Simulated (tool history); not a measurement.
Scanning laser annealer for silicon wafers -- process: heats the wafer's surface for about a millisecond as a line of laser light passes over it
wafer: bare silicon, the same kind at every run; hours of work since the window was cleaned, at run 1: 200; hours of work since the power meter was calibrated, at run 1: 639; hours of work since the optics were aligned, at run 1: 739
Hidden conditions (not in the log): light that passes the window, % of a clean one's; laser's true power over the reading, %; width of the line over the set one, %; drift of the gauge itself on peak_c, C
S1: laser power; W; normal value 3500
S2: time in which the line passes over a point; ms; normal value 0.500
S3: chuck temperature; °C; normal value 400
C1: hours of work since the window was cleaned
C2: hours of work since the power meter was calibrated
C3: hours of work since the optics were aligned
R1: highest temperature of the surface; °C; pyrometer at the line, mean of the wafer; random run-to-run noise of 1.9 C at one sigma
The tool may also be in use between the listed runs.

run	hour	S1	S2	S3	C1	C2	C3	R1
1	0.0	3500	0.500	400	200	639	739	1172
2	27.3	3500	0.500	400	215	654	754	1170
3	61.8	3500	0.500	411	234	672	773	1180
4	80.1	3500	0.500	411	243	682	783	1175
5	104.0	3500	0.500	400	256	695	796	1166
6	135.6	3500	0.500	400	273	712	813	1163
7	157.9	3500	0.500	400	286	724	825	1161
8	179.7	3500	0.500	400	297	736	837	1161
9	207.4	3500	0.500	400	312	751	852	1161
10	235.3	3500	0.500	377	327	766	867	1139
11	257.4	3500	0.500	377	339	778	879	1133
12	274.4	3742	0.500	400	349	787	888	1225
13	289.7	3500	0.520	400	357	796	896	1173
# hour 308.5: window over the wafer cleaned
14	318.0	3162	0.500	400	5	810	910	1087
15	342.0	3162	0.380	400	18	823	923	988
16	374.7	3500	0.500	400	36	841	941	1180
17	390.4	3500	0.500	400	44	849	950	1180
18	421.6	3500	0.430	400	61	866	966	1114
19	452.0	3500	0.430	400	78	882	983	1113
20	477.6	3500	0.500	400	91	896	997	1177
21	497.2	3500	0.500	400	102	907	1007	1176
22	521.8	3500	0.501	395	115	920	1021	1174
23	555.2	3199	0.500	374	134	938	1039	1063
24	583.3	3614	0.500	424	149	954	1054	1229
25	601.7	3614	0.500	424	159	963	1064	1226
26	627.8	3669	0.544	428	173	978	1078	1283
27	660.2	3669	0.544	428	190	995	1096	1281
28	674.3	3500	0.356	375	198	1003	1103	1001
29	707.0	3500	0.356	375	216	1020	1121	1002
30	725.8	3493	0.378	400	226	1031	1131	1044
31	739.9	3493	0.378	400	233	1038	1139	1049
32	755.6	3500	0.500	384	242	1047	1147	1144
33	771.4	3500	0.500	384	251	1055	1156	1147
34	793.6	3500	0.500	384	263	1067	1168	1142
35	818.1	3500	0.500	413	276	1081	1181	1171
36	839.9	3500	0.500	413	288	1092	1193	1169
37	855.3	2979	0.567	400	296	1101	1201	1061
38	889.0	2979	0.567	400	314	1119	1219	1062
39	903.9	3685	0.598	425	322	1127	1227	1319
40	918.2	3749	0.571	415	330	1135	1235	1302
# hour 928.6: optics aligned, line set to its width
41	949.2	3749	0.571	415	344	1149	11	1313
42	967.8	3749	0.571	415	354	1159	21	1312

Had the tool no unlogged condition, and each run kept its random variation, what would the results have been?
run	R1
1	1201
2	1201
3	1212
4	1208
5	1200
6	1198
7	1197
8	1198
9	1199
10	1179
11	1174
12	1271
13	1216
14	1102
15	1001
16	1200
17	1201
18	1134
19	1135
20	1201
21	1201
22	1201
23	1088
24	1259
25	1257
26	1317
27	1317
28	1029
29	1031
30	1075
31	1080
32	1181
33	1184
34	1181
35	1211
36	1210
37	1098
38	1100
39	1371
40	1355
41	1355
42	1356
